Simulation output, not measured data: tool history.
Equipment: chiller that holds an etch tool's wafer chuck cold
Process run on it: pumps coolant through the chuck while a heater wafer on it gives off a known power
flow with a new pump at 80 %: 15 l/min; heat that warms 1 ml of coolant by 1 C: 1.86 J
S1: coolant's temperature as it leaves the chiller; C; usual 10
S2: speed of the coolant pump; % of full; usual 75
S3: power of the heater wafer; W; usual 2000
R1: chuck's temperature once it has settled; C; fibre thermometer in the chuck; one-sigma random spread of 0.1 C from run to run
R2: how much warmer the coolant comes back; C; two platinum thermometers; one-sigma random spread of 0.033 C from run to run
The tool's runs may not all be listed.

run,day,S1,S2,S3,R1,R2
1,0,10,75,2000,23.2,4.67
2,0.825,10,75,1605,20.7,3.79
3,1.433,10,75,1605,20.8,3.75
4,2.725,12,75,2000,25.3,4.76
5,3.767,12,75,2000,25.2,4.74
6,4.362,10,75,2000,23.3,4.75
7,5.242,9,75,2000,22.4,4.76
8,6.046,9,75,2000,22.3,4.75
9,7.117,11,84,2000,23.3,4.22
10,8.1,11,84,1460,20,3.04
11,9.05,12,80,1540,21.8,3.46
12,9.875,12,76,1300,20.7,3.08

Results for each run, recomputed without the tool's hidden state and with each run's random variation untouched:
Hidden state present: heat passed by the chuck's channels, % of clean ones'; flow at a given pump speed, % of a new pump's; coolant's true temperature over the reading, C; drift of the gauge itself on chuck_c, C; drift of the gauge itself on warmer_back_c, C.
run,R1,R2
1,22.8,4.55
2,20.4,3.69
3,20.5,3.65
4,24.9,4.63
5,24.8,4.61
6,22.8,4.61
7,21.9,4.62
8,21.9,4.61
9,22.9,4.09
10,19.7,2.95
11,21.5,3.35
12,20.4,2.98
